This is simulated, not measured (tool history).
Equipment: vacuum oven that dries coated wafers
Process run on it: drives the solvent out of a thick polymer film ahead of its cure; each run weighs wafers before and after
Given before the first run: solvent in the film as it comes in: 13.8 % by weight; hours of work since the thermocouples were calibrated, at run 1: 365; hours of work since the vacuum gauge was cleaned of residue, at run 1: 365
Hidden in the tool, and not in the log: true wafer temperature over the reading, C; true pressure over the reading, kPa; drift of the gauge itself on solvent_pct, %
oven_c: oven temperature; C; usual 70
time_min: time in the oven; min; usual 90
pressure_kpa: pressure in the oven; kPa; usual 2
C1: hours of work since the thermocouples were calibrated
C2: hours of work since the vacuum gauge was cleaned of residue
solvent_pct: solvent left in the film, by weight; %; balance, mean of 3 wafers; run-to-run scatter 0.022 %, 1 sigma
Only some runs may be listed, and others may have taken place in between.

run 1 hour=0 | oven_c=70 time_min=90 pressure_kpa=2 | C1=365 C2=365 | solvent_pct=2.48
run 2 hour=28.3 | oven_c=70 time_min=90 pressure_kpa=2.18 | C1=378 C2=378 | solvent_pct=2.51
run 3 hour=78.4 | oven_c=70 time_min=90 pressure_kpa=2.18 | C1=401 C2=401 | solvent_pct=2.54
run 4 hour=128.7 | oven_c=70 time_min=90 pressure_kpa=2.18 | C1=424 C2=424 | solvent_pct=2.55
run 5 hour=167.8 | oven_c=70 time_min=78 pressure_kpa=2.18 | C1=442 C2=442 | solvent_pct=2.98
run 6 hour=194.4 | oven_c=70 time_min=90 pressure_kpa=2 | C1=454 C2=454 | solvent_pct=2.41
run 7 hour=225.6 | oven_c=70 time_min=90 pressure_kpa=2 | C1=468 C2=468 | solvent_pct=2.47
run 8 hour=273.7 | oven_c=70 time_min=90 pressure_kpa=2 | C1=490 C2=490 | solvent_pct=2.46
run 9 hour=321.5 | oven_c=70 time_min=90 pressure_kpa=2 | C1=512 C2=512 | solvent_pct=2.44
run 10 hour=361.2 | oven_c=60 time_min=90 pressure_kpa=2 | C1=530 C2=530 | solvent_pct=5.66
run 11 hour=396.9 | oven_c=60 time_min=90 pressure_kpa=1.19 | C1=546 C2=546 | solvent_pct=5.41
run 12 hour=448.1 | oven_c=70 time_min=90 pressure_kpa=2 | C1=570 C2=570 | solvent_pct=2.46
run 13 hour=493.6 | oven_c=70 time_min=90 pressure_kpa=2 | C1=590 C2=590 | solvent_pct=2.43
run 14 hour=533.9 | oven_c=70 time_min=90 pressure_kpa=2 | C1=609 C2=609 | solvent_pct=2.41
run 15 hour=584.9 | oven_c=69 time_min=90 pressure_kpa=2 | C1=632 C2=632 | solvent_pct=2.7
run 16 hour=620.8 | oven_c=69 time_min=90 pressure_kpa=2 | C1=648 C2=648 | solvent_pct=2.7
run 17 hour=643.7 | oven_c=69 time_min=90 pressure_kpa=2 | C1=659 C2=659 | solvent_pct=2.68
run 18 hour=692.4 | oven_c=69 time_min=90 pressure_kpa=2 | C1=681 C2=681 | solvent_pct=2.71
run 19 hour=731.3 | oven_c=69 time_min=90 pressure_kpa=2 | C1=699 C2=699 | solvent_pct=2.69
run 20 hour=754.2 | oven_c=70 time_min=95 pressure_kpa=2 | C1=709 C2=709 | solvent_pct=2.22
run 21 hour=777.6 | oven_c=70 time_min=49 pressure_kpa=3.89 | C1=720 C2=720 | solvent_pct=5.05

What does the tool deliver on the next run?
run 22 hour=825.1 | oven_c=70 time_min=76 pressure_kpa=2 | C1=742 C2=742 | solvent_pct=?

{"run 22": {"solvent_pct": 2.95}}
Take away the tool's hidden state, keep the run-to-run variation as it was, and the same run would have given solvent_pct 3.23 %.
